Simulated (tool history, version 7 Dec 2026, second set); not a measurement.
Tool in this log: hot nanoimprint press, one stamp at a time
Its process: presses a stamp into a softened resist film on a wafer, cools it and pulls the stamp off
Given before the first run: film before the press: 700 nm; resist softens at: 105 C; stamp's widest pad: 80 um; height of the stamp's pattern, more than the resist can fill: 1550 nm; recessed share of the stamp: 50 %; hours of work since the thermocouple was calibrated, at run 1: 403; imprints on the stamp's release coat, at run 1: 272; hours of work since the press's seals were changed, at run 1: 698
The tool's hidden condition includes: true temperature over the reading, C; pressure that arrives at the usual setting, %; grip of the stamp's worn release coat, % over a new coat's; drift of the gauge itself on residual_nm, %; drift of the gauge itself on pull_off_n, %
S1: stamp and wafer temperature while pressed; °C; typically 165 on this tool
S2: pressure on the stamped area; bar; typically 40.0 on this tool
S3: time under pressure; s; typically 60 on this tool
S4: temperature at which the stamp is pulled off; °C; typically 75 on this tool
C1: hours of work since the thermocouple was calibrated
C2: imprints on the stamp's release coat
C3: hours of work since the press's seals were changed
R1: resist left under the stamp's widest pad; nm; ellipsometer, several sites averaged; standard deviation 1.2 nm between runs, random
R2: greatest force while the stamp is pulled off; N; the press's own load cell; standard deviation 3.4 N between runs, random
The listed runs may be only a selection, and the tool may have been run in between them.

run   hour   S1    S2  S3  S4   C1    C2   C3     R1   R2
  1    0.0  165  40.0  60  75  403   272  698  365.9  192
  2   32.6  165  40.0  60  75  424   429  719  367.7  195
      58.5  -- plate thermocouple calibrated
  3   75.5  165  40.0  60  75   11   621  744  353.7  204
  4  109.9  165  40.0  60  75   33   786  766  355.7  198
  5  151.5  165  25.5  60  75   60   986  793  419.7  209
  6  177.7  165  25.5  60  75   76  1112  809  418.0  215
  7  216.1  165  25.5  51  75  101  1296  834  441.8  218
     253.7  -- stamp cleaned and given a new release coat
  8  263.4  165  34.1  60  75  127    46  860  380.5  182
  9  302.2  165  34.1  60  77  152   233  885  381.9  179
 10  321.3  165  34.1  60  77  164   324  897  384.0  180
 11  354.0  155  40.0  38  75  185   481  918  549.0  197
 12  372.0  165  40.2  60  69  197   568  930  361.4  226
 13  411.6  165  48.0  69  75  222   758  955  319.5  214
 14  444.4  165  48.0  69  75  243   916  976  322.4  210

The next listed run, before its measurement:
 15  462.9  165  48.0  112  75  255  1005  988   ?   ?

Logged for run 15: R1 266.4 nm, R2 210 N.
With no hidden state in the tool, this same run would have given R1 253.6 nm, R2 179 N.
